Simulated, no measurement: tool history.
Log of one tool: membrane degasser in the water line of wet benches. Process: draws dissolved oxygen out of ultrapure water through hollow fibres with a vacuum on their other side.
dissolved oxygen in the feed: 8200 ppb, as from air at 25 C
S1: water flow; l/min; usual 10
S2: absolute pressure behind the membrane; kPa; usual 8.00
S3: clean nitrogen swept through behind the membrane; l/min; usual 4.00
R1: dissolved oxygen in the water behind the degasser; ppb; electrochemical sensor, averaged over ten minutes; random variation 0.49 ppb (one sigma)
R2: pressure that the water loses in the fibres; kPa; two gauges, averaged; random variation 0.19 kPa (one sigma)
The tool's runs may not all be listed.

run    hour  S1     S2     S3     R1     R2
  1     0.0  10   8.00   4.00   43.5  42.07
  2   261.2  10   8.00   4.00   44.5  42.11
  3   438.8  10   8.00   4.00   44.4  41.60
  4   745.8  10   8.00   4.00   44.6  42.03
  5   954.6  10   8.00   5.21   36.7  41.63
  6  1179.3  13   8.00   4.00   66.9  54.93
     1411.3  -- seals of the vacuum lines changed
  7  1448.2  13   8.00   4.00   64.6  55.19
  8  1723.9  13   8.00   4.00   63.9  55.41
  9  1860.8  13   8.00   4.00   64.3  55.30
 10  2012.0  10   8.00   4.00   42.5  42.21
 11  2256.7  10   8.00   4.00   44.1  42.52
 12  2469.4  10   8.00   4.00   44.0  42.74
 13  2622.0  10   8.00   4.00   44.1  42.57
 14  2886.1  10   8.00   4.00   43.7  42.52
 15  3110.2  10   8.00   4.00   45.3  42.75
 16  3394.1  10   8.00   4.00   45.0  42.87
 17  3681.8  10   8.00   4.00   45.9  43.32
 18  3905.5   8   9.64   3.74   43.7  34.51
 19  4051.0  11   4.83   5.53   28.5  47.52
 20  4267.5  11  15.93   2.03  190.7  47.34
     4406.0  -- vacuum gauge calibrated
 21  4482.9  10   8.39   3.07   58.0  43.26
 22  4681.0  10   8.38   3.90   47.5  43.31
 23  4880.7  16  19.50   5.33  164.9  69.92
 24  5062.2   8   4.91  11.58   10.4  34.81
 25  5367.2   8  10.85   2.25   78.7  34.96
 26  5501.2   8  10.85   2.25   79.1  34.92
 27  5801.0   8  10.85   2.25   78.4  35.09
 28  5982.2   8  10.85   2.25   78.0  34.79
 29  6232.2  10   6.55   2.25   54.5  43.81
 30  6495.9   7   8.00   4.00   28.2  30.68
 31  6670.5  10   5.87   9.80   23.1  43.67

The next listed run, before its measurement:
 32  6983.3  11  7.35  2.50   ?   ?

{"run 32": {"R1": 69.1, "R2": 48.52}}
Without the tool's hidden state the same run would have given R1 56.6 ppb, R2 44.61 kPa.

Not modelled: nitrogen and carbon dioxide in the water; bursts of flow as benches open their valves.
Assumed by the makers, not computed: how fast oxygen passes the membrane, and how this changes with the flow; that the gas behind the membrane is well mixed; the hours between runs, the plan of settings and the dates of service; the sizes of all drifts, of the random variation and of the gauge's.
